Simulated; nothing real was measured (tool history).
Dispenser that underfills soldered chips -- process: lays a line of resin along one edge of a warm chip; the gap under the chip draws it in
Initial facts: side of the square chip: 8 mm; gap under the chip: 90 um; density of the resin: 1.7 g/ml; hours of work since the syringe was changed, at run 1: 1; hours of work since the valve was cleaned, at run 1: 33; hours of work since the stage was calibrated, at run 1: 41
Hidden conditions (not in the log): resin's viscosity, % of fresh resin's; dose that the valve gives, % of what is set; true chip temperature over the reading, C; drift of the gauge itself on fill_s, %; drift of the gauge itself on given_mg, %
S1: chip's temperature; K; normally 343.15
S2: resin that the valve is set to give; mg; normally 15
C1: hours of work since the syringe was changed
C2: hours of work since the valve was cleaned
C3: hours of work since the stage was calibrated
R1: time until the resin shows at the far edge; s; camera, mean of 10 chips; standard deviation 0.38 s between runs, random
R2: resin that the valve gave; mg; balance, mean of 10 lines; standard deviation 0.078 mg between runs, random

{"run": 1, "hour": 0.0, "S1": 343.15, "S2": 15, "C1": 1, "C2": 33, "C3": 41, "R1": 25, "R2": 14.48}
{"hour": 7.1, "done": "new syringe of resin"}
{"run": 2, "hour": 8.1, "S1": 343.15, "S2": 15, "C1": 1, "C2": 39, "C3": 47, "R1": 23, "R2": 14.43}
{"run": 3, "hour": 14.1, "S1": 343.15, "S2": 15, "C1": 6, "C2": 43, "C3": 52, "R1": 30.7, "R2": 14.42}
{"hour": 16.4, "done": "new syringe of resin"}
{"run": 4, "hour": 24.3, "S1": 343.15, "S2": 15, "C1": 6, "C2": 51, "C3": 60, "R1": 32.5, "R2": 14.22}
{"hour": 25.2, "done": "new syringe of resin"}
{"run": 5, "hour": 32.3, "S1": 348.15, "S2": 15, "C1": 6, "C2": 58, "C3": 66, "R1": 25.7, "R2": 14.17}
{"hour": 34.5, "done": "new syringe of resin"}
{"run": 6, "hour": 38.8, "S1": 348.15, "S2": 15, "C1": 3, "C2": 62, "C3": 71, "R1": 22.8, "R2": 14.13}
{"run": 7, "hour": 42.9, "S1": 348.15, "S2": 15, "C1": 7, "C2": 66, "C3": 74, "R1": 26.6, "R2": 13.95}
{"hour": 43.9, "done": "new syringe of resin"}
{"run": 8, "hour": 51.3, "S1": 348.15, "S2": 15, "C1": 6, "C2": 72, "C3": 81, "R1": 26.1, "R2": 13.89}
{"hour": 52.8, "done": "new syringe of resin"}
{"run": 9, "hour": 60.9, "S1": 343.15, "S2": 15, "C1": 6, "C2": 80, "C3": 88, "R1": 32.4, "R2": 13.74}
{"hour": 61.9, "done": "new syringe of resin"}
{"run": 10, "hour": 66.6, "S1": 343.15, "S2": 15, "C1": 4, "C2": 84, "C3": 92, "R1": 28, "R2": 13.8}
{"hour": 70.9, "done": "new syringe of resin"}
{"run": 11, "hour": 73.3, "S1": 343.15, "S2": 15, "C1": 2, "C2": 89, "C3": 97, "R1": 26.4, "R2": 13.64}
{"hour": 80.0, "done": "new syringe of resin"}
{"run": 12, "hour": 81.4, "S1": 343.15, "S2": 15, "C1": 1, "C2": 95, "C3": 104, "R1": 24.8, "R2": 13.45}
{"run": 13, "hour": 87.9, "S1": 343.15, "S2": 15, "C1": 6, "C2": 100, "C3": 109, "R1": 33.5, "R2": 13.52}
{"hour": 89.6, "done": "new syringe of resin"}
{"run": 14, "hour": 95.8, "S1": 343.15, "S2": 15, "C1": 5, "C2": 106, "C3": 115, "R1": 30.6, "R2": 13.31}
{"hour": 98.5, "done": "new syringe of resin"}
{"run": 15, "hour": 100.9, "S1": 343.15, "S2": 15, "C1": 2, "C2": 110, "C3": 119, "R1": 25.9, "R2": 13.4}
{"hour": 108.1, "done": "new syringe of resin"}
{"run": 16, "hour": 110.6, "S1": 343.15, "S2": 15, "C1": 2, "C2": 118, "C3": 126, "R1": 26, "R2": 13.3}
{"hour": 116.9, "done": "new syringe of resin"}
{"run": 17, "hour": 117.1, "S1": 343.15, "S2": 15, "C1": 0, "C2": 123, "C3": 131, "R1": 23.7, "R2": 13.17}
{"run": 18, "hour": 125.2, "S1": 343.15, "S2": 14.9, "C1": 7, "C2": 129, "C3": 137, "R1": 33.3, "R2": 13.09}
{"hour": 126.1, "done": "new syringe of resin"}
{"hour": 135.0, "done": "new syringe of resin"}
{"run": 19, "hour": 135.3, "S1": 343.15, "S2": 14.9, "C1": 0, "C2": 137, "C3": 145, "R1": 24.6, "R2": 12.91}
{"hour": 143.8, "done": "new syringe of resin"}
{"run": 20, "hour": 144.9, "S1": 329.15, "S2": 18, "C1": 1, "C2": 144, "C3": 152, "R1": 47.4, "R2": 15.4}
{"hour": 146.7, "done": "dispensing valve cleaned and set on the balance"}
{"hour": 153.8, "done": "new syringe of resin"}
{"run": 21, "hour": 155.7, "S1": 329.15, "S2": 15.8, "C1": 2, "C2": 7, "C3": 160, "R1": 48.9, "R2": 15.67}
{"run": 22, "hour": 161.4, "S1": 329.15, "S2": 15.8, "C1": 6, "C2": 11, "C3": 165, "R1": 60.9, "R2": 15.54}
{"hour": 162.7, "done": "new syringe of resin"}
{"run": 23, "hour": 167.2, "S1": 351.15, "S2": 17.4, "C1": 4, "C2": 16, "C3": 169, "R1": 19.2, "R2": 17}
{"hour": 172.2, "done": "new syringe of resin"}
{"run": 24, "hour": 174.8, "S1": 354.15, "S2": 16.4, "C1": 2, "C2": 22, "C3": 175, "R1": 15.8, "R2": 16.05}
{"hour": 181.4, "done": "new syringe of resin"}
{"run": 25, "hour": 183.8, "S1": 354.15, "S2": 15, "C1": 2, "C2": 29, "C3": 182, "R1": 16.2, "R2": 14.56}
{"run": 26, "hour": 189.2, "S1": 354.15, "S2": 15, "C1": 6, "C2": 33, "C3": 186, "R1": 20.4, "R2": 14.59}
{"hour": 190.7, "done": "new syringe of resin"}
{"run": 27, "hour": 197.9, "S1": 338.15, "S2": 14.6, "C1": 6, "C2": 40, "C3": 193, "R1": 41.8, "R2": 13.87}
{"hour": 200.1, "done": "new syringe of resin"}
{"run": 28, "hour": 207.6, "S1": 348.15, "S2": 15, "C1": 6, "C2": 47, "C3": 200, "R1": 26.4, "R2": 14.32}
{"hour": 209.2, "done": "new syringe of resin"}
{"run": 29, "hour": 217.1, "S1": 335.15, "S2": 18.1, "C1": 6, "C2": 54, "C3": 207, "R1": 47.8, "R2": 17.09}
{"hour": 218.1, "done": "new syringe of resin"}
{"hour": 226.9, "done": "new syringe of resin"}
{"run": 30, "hour": 226.9, "S1": 335.15, "S2": 18.1, "C1": 0, "C2": 62, "C3": 215, "R1": 33.4, "R2": 17.08}
{"run": 31, "hour": 231.6, "S1": 335.15, "S2": 18.1, "C1": 4, "C2": 65, "C3": 218, "R1": 42.3, "R2": 16.94}
{"hour": 235.8, "done": "new syringe of resin"}
{"run": 32, "hour": 240.4, "S1": 348.15, "S2": 15.5, "C1": 4, "C2": 72, "C3": 225, "R1": 23.4, "R2": 14.31}
{"hour": 244.9, "done": "new syringe of resin"}
{"run": 33, "hour": 247.2, "S1": 348.15, "S2": 18.4, "C1": 2, "C2": 77, "C3": 230, "R1": 20.7, "R2": 16.99}
{"hour": 254.3, "done": "new syringe of resin"}
{"run": 34, "hour": 255.1, "S1": 328.15, "S2": 15.9, "C1": 1, "C2": 83, "C3": 236, "R1": 51.7, "R2": 14.76}
{"run": 35, "hour": 260.8, "S1": 356.15, "S2": 18.8, "C1": 5, "C2": 88, "C3": 241, "R1": 17.5, "R2": 17.18}
{"hour": 263.8, "done": "new syringe of resin"}
{"run": 36, "hour": 266.6, "S1": 356.15, "S2": 18.8, "C1": 2, "C2": 92, "C3": 245, "R1": 14.4, "R2": 17.03}

Below are 3 alternative next runs, each starting from the tool's condition after run 36. Predict each:
{"hour": 272.6, "done": "new syringe of resin"}
{"run": "A", "hour": 272.6, "S1": 351.15, "S2": 13.7, "C1": 0, "C2": 97, "C3": 250, "R1": "?", "R2": "?"}
{"hour": 272.6, "done": "new syringe of resin"}
{"run": "B", "hour": 272.6, "S1": 330.15, "S2": 14.9, "C1": 0, "C2": 97, "C3": 250, "R1": "?", "R2": "?"}
{"hour": 272.6, "done": "new syringe of resin"}
{"run": "C", "hour": 272.6, "S1": 343.15, "S2": 18.8, "C1": 0, "C2": 97, "C3": 250, "R1": "?", "R2": "?"}

run=A R1=17.5 R2=12.39
run=B R1=45.4 R2=13.47
run=C R1=23 R2=17.01
Without the tool's hidden state the same runs would have given:
run=A R1=16.4 R2=13.71
run=B R1=42.5 R2=14.91
run=C R1=21.9 R2=18.83
